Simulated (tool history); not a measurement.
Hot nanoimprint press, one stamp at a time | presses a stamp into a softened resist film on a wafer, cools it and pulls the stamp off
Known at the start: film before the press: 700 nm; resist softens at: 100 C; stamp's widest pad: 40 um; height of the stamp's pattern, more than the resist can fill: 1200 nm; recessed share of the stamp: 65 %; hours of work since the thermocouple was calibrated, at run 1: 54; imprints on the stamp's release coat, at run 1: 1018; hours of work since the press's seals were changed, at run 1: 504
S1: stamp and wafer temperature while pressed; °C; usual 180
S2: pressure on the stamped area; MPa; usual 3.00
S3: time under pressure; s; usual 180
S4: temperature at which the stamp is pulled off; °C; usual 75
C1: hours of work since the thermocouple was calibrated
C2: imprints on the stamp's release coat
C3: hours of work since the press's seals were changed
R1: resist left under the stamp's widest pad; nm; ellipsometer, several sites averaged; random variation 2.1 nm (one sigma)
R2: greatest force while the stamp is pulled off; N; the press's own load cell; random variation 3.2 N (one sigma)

| run | hour | S1 | S2 | S3 | S4 | C1 | C2 | C3 | R1 | R2 |
|---|---|---|---|---|---|---|---|---|---|---|
| 1 | 0.0 | 180 | 3.00 | 180 | 75 | 54 | 1018 | 504 | 342.8 | 169 |
| 2 | 31.2 | 180 | 2.68 | 180 | 75 | 75 | 1089 | 525 | 362.3 | 167 |
| 3 | 46.0 | 180 | 2.68 | 180 | 75 | 85 | 1123 | 534 | 358.6 | 169 |
| 4 | 67.3 | 168 | 3.00 | 180 | 75 | 99 | 1172 | 548 | 500.6 | 163 |
| 5 | 87.9 | 168 | 3.00 | 180 | 75 | 112 | 1219 | 562 | 498.5 | 169 |
| 6 | 119.6 | 180 | 3.00 | 180 | 75 | 133 | 1292 | 583 | 343.0 | 169 |
| 7 | 140.5 | 180 | 3.00 | 180 | 75 | 147 | 1340 | 597 | 345.5 | 167 |
| 8 | 163.5 | 180 | 3.00 | 180 | 75 | 162 | 1393 | 612 | 339.6 | 170 |
| 9 | 183.8 | 180 | 3.00 | 180 | 75 | 175 | 1439 | 625 | 341.0 | 174 |
| 10 | 208.4 | 180 | 3.00 | 180 | 75 | 192 | 1496 | 641 | 339.1 | 171 |
| 11 | 232.8 | 180 | 3.00 | 180 | 75 | 208 | 1552 | 657 | 341.2 | 164 |
| 12 | 253.8 | 180 | 3.00 | 180 | 75 | 221 | 1600 | 671 | 337.1 | 163 |
| 13 | 288.2 | 180 | 2.08 | 180 | 75 | 244 | 1679 | 694 | 389.6 | 165 |
|  | 294.3 | plate thermocouple calibrated |
| 14 | 313.3 | 180 | 3.00 | 180 | 75 | 13 | 1729 | 708 | 333.6 | 168 |
| 15 | 339.9 | 180 | 3.00 | 180 | 75 | 30 | 1790 | 726 | 334.4 | 175 |
|  | 353.4 | stamp cleaned and given a new release coat |
|  | 377.6 | plate thermocouple calibrated, once more |
| 16 | 377.6 | 180 | 3.00 | 135 | 80 | 0 | 48 | 745 | 385.3 | 142 |

Forecast run 17:
| 17 | 391.9 | 187 | 2.59 | 169 | 80 | 9 | 81 | 754 | ? | ? |

{"run 17": {"R1": 299.8, "R2": 145}}
Without the tool's hidden state the same run would have given R1 294.8 nm, R2 144 N.
